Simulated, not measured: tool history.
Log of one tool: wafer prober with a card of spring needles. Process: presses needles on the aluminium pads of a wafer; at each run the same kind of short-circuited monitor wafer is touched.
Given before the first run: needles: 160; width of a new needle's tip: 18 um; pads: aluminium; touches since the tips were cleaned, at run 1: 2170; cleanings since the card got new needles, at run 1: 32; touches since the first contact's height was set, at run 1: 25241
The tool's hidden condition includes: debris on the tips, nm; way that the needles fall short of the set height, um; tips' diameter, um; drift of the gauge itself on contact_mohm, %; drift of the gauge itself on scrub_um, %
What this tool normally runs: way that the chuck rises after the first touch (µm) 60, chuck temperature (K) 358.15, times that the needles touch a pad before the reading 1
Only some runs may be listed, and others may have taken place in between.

run    hour  way that the chuck rises after the first touch (µm)  chuck temperature (K)  times that the needles touch a pad before the reading  touches since the tips were cleaned  cleanings since the card got new needles  touches since the first contact's height was set  resistance of one needle with its contact and lead (mohm)  way that a needle slides on the pad (µm)
  1       0                                                   60                 358.15                                                      1                                 2170                                        32                                             25241                                                        296                                      8.51
       28.3  -- tips cleaned on abrasive film
       63.8  -- tips cleaned on abrasive film
  2    68.9                                                   55                 358.15                                                      1                                 1038                                        34                                             39189                                                        293                                      7.78
      102.2  -- tips cleaned on abrasive film
  3   114.7                                                   55                 358.15                                                      1                                 2538                                        35                                             48462                                                        316                                      7.77
        141  -- tips cleaned on abrasive film
      178.2  -- tips cleaned on abrasive film
  4     188                                                   55                 358.15                                                      1                                 1986                                        37                                             63294                                                        301                                      7.72
      213.6  -- tips cleaned on abrasive film
  5   229.2                                                   55                 358.15                                                      1                                 3158                                        38                                             71631                                                        317                                       7.7
      249.3  -- tips cleaned on abrasive film
      286.5  -- tips cleaned on abrasive film
  6   318.4                                                   60                 358.15                                                      3                                 6475                                        40                                             89710                                                        273                                      8.42
      326.5  -- tips cleaned on abrasive film
      368.1  -- tips cleaned on abrasive film
  7   399.1                                                   60                 384.15                                                      3                                 6292                                        42                                            106046                                                        281                                      8.37
      404.9  -- tips cleaned on abrasive film
      441.5  -- tips cleaned on abrasive film
  8     470                                                   60                 314.15                                                      1                                 5787                                        44                                            120399                                                        309                                       8.4
      479.4  -- tips cleaned on abrasive film
      520.4  -- tips cleaned on abrasive film
  9     547                                                   60                 314.15                                                      1                                 5385                                        46                                            135972                                                        302                                       8.4
      559.3  -- tips cleaned on abrasive film
      600.1  -- tips cleaned on abrasive film
 10   616.5                                                   61                 358.15                                                      1                                 3329                                        48                                            150045                                                        306                                      8.46
      636.8  -- tips cleaned on abrasive film
      672.2  -- tips cleaned on abrasive film
 11   676.9                                                   61                 358.15                                                      1                                  961                                        50                                            162264                                                        288                                      8.44
        710  -- tips cleaned on abrasive film
 12   725.1                                                   61                 358.15                                                      1                                 3062                                        51                                            172025                                                        311                                      8.47
      748.1  -- tips cleaned on abrasive film
 13   770.2                                                   54                 358.15                                                      1                                 4488                                        52                                            181173                                                        335                                      7.46
        784  -- tips cleaned on abrasive film
      819.7  -- tips cleaned on abrasive film
 14   835.9                                                   54                 358.15                                                      1                                 3291                                        54                                            194457                                                        318                                       7.4
      855.8  -- tips cleaned on abrasive film
      891.1  -- tips cleaned on abrasive film
 15   922.1                                                   60                 341.15                                                      1                                 6289                                        56                                            211905                                                        315                                      8.31
      928.7  -- tips cleaned on abrasive film
 16   959.4                                                   60                 340.15                                                      2                                 6220                                        57                                            219454                                                        288                                      8.26
      967.3  -- tips cleaned on abrasive film
     1003.9  -- tips cleaned on abrasive film
       1044  -- tips cleaned on abrasive film
 17    1044                                                   68                 358.15                                                      1                                    0                                        60                                            236571                                                        259                                      9.36
     1080.7  -- tips cleaned on abrasive film
 18  1101.1                                                   68                 358.15                                                      1                                 4140                                        61                                            248136                                                        300                                      9.38
     1109.5  -- height of the first contact set anew
     1117.4  -- tips cleaned on abrasive film
     1154.2  -- tips cleaned on abrasive film
 19  1187.7                                                   60                 323.15                                                      2                                 6798                                        63                                             15847                                                        285                                       8.5
     1192.8  -- tips cleaned on abrasive film
 20  1224.8                                                   60                 323.15                                                      2                                 6510                                        64                                             23355                                                        284                                      8.45
     1228.5  -- tips cleaned on abrasive film
     1264.8  -- tips cleaned on abrasive film
 21  1274.6                                                   72                 323.15                                                      2                                 2003                                        66                                             33422                                                        266                                     10.14
     1301.9  -- tips cleaned on abrasive film
 22  1329.2                                                   73                 358.15                                                      2                                 5539                                        67                                             44482                                                        281                                     10.25
     1340.8  -- tips cleaned on abrasive film
     1377.5  -- tips cleaned on abrasive film
 23  1393.4                                                   66                 314.15                                                      1                                 3238                                        69                                             57477                                                        290                                      9.27
     1412.9  -- tips cleaned on abrasive film
 24    1431                                                   55                 303.15                                                      2                                 3664                                        70                                             65079                                                        284                                       7.7
     1449.4  -- tips cleaned on abrasive film
     1486.7  -- tips cleaned on abrasive film
 25  1503.4                                                   62                 358.15                                                      1                                 3389                                        72                                             79728                                                        310                                      8.66
     1524.5  -- tips cleaned on abrasive film
 26  1551.4                                                   62                 358.15                                                      1                                 5466                                        73                                             89461                                                        314                                       8.7
     1562.3  -- tips cleaned on abrasive film
 27  1596.3                                                   55                 358.15                                                      1                                 6888                                        74                                             98546                                                        330                                      7.68
     1600.9  -- tips cleaned on abrasive film
     1642.4  -- tips cleaned on abrasive film
 28  1648.1                                                   60                 324.15                                                      1                                 1160                                        76                                            109022                                                        277                                      8.37

Difference, measured minus no-hidden-state, one row per run. Run-to-run variation is common to both terms; the gauge's own scatter need not be:
run  resistance of one needle with its contact and lead (mohm)  way that a needle slides on the pad (µm)
  1                                                        +39                                     -0.03
  2                                                        +34                                     -0.04
  3                                                        +58                                     -0.06
  4                                                        +48                                     -0.08
  5                                                        +60                                     -0.08
  6                                                        +22                                      -0.1
  7                                                        +22                                     -0.12
  8                                                        +66                                     -0.13
  9                                                        +62                                     -0.15
 10                                                        +51                                     -0.16
 11                                                        +32                                     -0.18
 12                                                        +55                                     -0.19
 13                                                        +76                                      -0.2
 14                                                        +65                                     -0.21
 15                                                        +66                                     -0.23
 16                                                        +40                                     -0.24
 17                                                         +5                                     -0.27
 18                                                        +49                                     -0.27
 19                                                        +41                                     -0.02
 20                                                        +40                                     -0.03
 21                                                        +22                                     -0.05
 22                                                        +26                                     -0.06
 23                                                        +50                                     -0.08
 24                                                        +44                                     -0.08
 25                                                        +53                                      -0.1
 26                                                        +60                                     -0.11
 27                                                        +76                                     -0.12
 28                                                        +37                                     -0.14
